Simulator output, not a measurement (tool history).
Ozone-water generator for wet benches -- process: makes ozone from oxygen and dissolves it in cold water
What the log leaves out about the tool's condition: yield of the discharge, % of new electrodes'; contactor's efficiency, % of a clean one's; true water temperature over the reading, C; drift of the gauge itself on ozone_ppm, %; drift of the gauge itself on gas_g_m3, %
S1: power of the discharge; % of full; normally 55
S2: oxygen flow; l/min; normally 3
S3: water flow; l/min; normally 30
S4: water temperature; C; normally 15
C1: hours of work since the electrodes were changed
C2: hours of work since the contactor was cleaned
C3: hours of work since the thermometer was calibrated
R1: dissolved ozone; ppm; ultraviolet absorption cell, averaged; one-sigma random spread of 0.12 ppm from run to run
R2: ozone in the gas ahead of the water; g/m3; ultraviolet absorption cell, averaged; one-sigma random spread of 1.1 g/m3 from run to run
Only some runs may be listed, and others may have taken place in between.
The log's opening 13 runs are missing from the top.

run	hour	S1	S2	S3	S4	C1	C2	C3	R1	R2
14	651.1	68	3	30	15	1002	4368	1116	13.1	237.4
15	685	68	3	30	15	1024	4389	1137	13.1	238.9
16	725.1	68	3	30	15	1049	4414	1163	13.2	236.5
17	782.6	68	3	30	15	1085	4451	1199	12.9	235.3
18	826.9	68	3	30	15	1113	4478	1227	13	236.2
19	881	68	3	30	15	1147	4513	1261	13.1	235.8
20	942.3	60	2.26	30	8	1186	4551	1300	11.4	247.4
21	996.9	60	2.26	30	8	1220	4586	1334	11.5	249.1
22	1046.5	90	2.14	39	9	1251	4617	1365	10.9	345.6
23	1107.4	45	2.14	32	9	1290	4655	1403	8.4	208.6
24	1162.2	83	3	28	14	1324	4690	1438	16.1	270.2
25	1215.6	83	1.55	28	14	1358	4723	1472	13.4	382
# hour 1257.8: gauge calibrated
26	1278.5	83	1.55	28	14	1398	4763	1511	13.8	394
27	1338.6	83	1.55	28	14	1435	4801	1549	13.4	390.9
28	1378.9	90	3	30	10	1461	4826	1574	16.7	297.2
29	1417.3	55	2.82	20	15	1485	4850	1599	16.9	213.6
30	1466.1	87	2.1	43	9	1516	4881	1629	9.5	345.8
31	1522.7	55	1.78	32	15	1551	4917	1665	8.9	268
32	1565.2	51	3.69	46	14	1578	4943	1692	6.9	171.7

4 options for the next run, each taken on its own from the tool as it stands now. Forecast them:
A	1594.8	51	3	30	15	1597	4962	1711	?	?
B	1594.8	51	3.34	29	14	1597	4962	1711	?	?
C	1594.8	55	3	30	9	1597	4962	1711	?	?
D	1594.8	67	3.69	46	14	1597	4962	1711	?	?

run	R1	R2
A	10.7	195.6
B	11.3	182.3
C	11.7	204.1
D	8.6	211.6
Stripped of hidden state, with their random variation kept, the same runs would have yielded:
run	R1	R2
A	10.7	197.2
B	11.3	183.8
C	11.7	205.7
D	8.6	213.3
